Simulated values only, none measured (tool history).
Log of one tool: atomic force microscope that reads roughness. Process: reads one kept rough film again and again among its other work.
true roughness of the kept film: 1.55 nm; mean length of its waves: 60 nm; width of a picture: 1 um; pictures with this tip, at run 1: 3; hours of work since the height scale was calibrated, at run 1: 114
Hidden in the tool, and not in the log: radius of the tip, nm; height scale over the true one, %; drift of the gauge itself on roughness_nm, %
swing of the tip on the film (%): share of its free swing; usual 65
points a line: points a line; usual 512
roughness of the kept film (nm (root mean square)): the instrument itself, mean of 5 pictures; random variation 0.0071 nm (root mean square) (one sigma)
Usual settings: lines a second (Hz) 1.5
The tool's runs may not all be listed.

run	hour	lines a second (Hz)	swing of the tip on the film (%)	points a line	pictures with this tip	hours of work since the height scale was calibrated	roughness of the kept film (nm (root mean square))
1	0	1.5	65	512	3	114	1.443
2	5.1	1.5	65	512	9	117	1.455
3	10.9	1.5	65	512	16	121	1.439
4	18.6	0.97	65	512	26	127	1.461
5	23.1	0.97	65	512	31	130	1.452
6	28.9	0.97	65	512	39	134	1.444
7	34.3	0.97	66	713	45	137	1.432
8	41.9	2.34	69	454	54	143	1.332
9	47.7	0.76	78	358	62	147	1.4
10	54.8	0.91	77	358	70	151	1.379

Forecast run 11:
# hour 60.3: new tip fitted
11	63.3	1.01	86	411	4	157	?

roughness of the kept film (nm (root mean square)): 1.386
Without the tool's hidden state the same run would have given roughness of the kept film (nm (root mean square)) 1.392.

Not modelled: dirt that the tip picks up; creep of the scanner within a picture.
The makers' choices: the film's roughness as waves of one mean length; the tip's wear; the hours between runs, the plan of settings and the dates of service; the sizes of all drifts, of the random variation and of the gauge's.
